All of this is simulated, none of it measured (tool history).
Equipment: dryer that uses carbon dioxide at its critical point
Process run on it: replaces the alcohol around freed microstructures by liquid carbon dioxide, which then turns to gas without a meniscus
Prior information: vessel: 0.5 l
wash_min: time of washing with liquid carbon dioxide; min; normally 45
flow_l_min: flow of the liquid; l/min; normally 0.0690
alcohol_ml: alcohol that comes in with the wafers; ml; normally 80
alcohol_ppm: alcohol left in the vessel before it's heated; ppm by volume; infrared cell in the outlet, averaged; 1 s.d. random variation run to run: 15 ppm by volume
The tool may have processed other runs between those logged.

run,hour,wash_min,flow_l_min,alcohol_ml,alcohol_ppm
1,0.0,45,0.0690,80,1556
2,61.6,45,0.0690,80,1680
3,121.8,45,0.0690,80,1837
# hour 147.7: inlet filter changed
4,174.4,45,0.0690,80,1022
5,216.5,45,0.0690,80,1130
6,286.1,45,0.0690,80,1205
7,334.7,45,0.0690,80,1317
8,371.0,45,0.0690,80,1394
9,431.0,45,0.0690,80,1551
10,463.1,45,0.0690,71,1408
11,522.3,45,0.0690,91,1991
# hour 561.6: inlet filter changed
12,580.7,45,0.0690,91,1192
13,636.0,45,0.0690,87,1259
14,668.2,45,0.0690,87,1292
15,702.5,71,0.0688,37,118
16,760.0,38,0.0410,65,13087
17,818.6,33,0.0590,26,2867
18,868.4,33,0.0590,26,2979
19,903.4,72,0.0690,80,193
20,954.6,72,0.0690,80,212
# hour 976.1: inlet filter changed
21,1019.6,31,0.0690,23,1510
22,1077.7,41,0.0468,29,3123
23,1118.1,42,0.1055,21,138

Run 24, settings as shown, results not yet in. Your forecast:
24,1172.9,42,0.1055,21,?

{"run 24": {"alcohol_ppm": 139}}
Had the tool carried no hidden state, the very same run would have given alcohol_ppm 26 ppm by volume.

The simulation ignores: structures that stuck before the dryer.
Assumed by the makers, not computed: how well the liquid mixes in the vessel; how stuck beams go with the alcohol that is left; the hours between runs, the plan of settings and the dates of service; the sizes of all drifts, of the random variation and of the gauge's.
